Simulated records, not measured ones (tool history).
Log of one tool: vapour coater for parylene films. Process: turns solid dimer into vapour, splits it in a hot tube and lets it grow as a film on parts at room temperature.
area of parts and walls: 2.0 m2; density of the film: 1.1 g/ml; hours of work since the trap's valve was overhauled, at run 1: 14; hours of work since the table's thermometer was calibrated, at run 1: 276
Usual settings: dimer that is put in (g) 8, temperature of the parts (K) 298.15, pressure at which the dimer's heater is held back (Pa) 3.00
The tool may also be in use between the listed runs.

run	hour	dimer that is put in (g)	temperature of the parts (K)	pressure at which the dimer's heater is held back (Pa)	hours of work since the trap's valve was overhauled	hours of work since the table's thermometer was calibrated	thickness of the film (nm)
1	0.0	8	298.15	3.00	14	276	3020
2	19.1	8	298.15	3.00	27	289	3000
3	38.9	8	298.15	3.00	41	303	3020
4	55.1	12	298.15	3.00	53	315	4510
5	71.1	8	298.15	3.00	64	326	3010
6	87.5	8	298.15	3.00	76	337	3040
7	110.8	8	298.15	3.00	92	354	2980
8	126.7	11	298.15	4.84	104	365	3640
9	151.8	11	298.15	4.84	121	383	3700

Run 10 comes next. What will it give?
10	172.2	11	298.15	4.84	136	397	?

thickness of the film (nm): 3670
Without the tool's hidden state the same run would have given thickness of the film (nm) 3690.
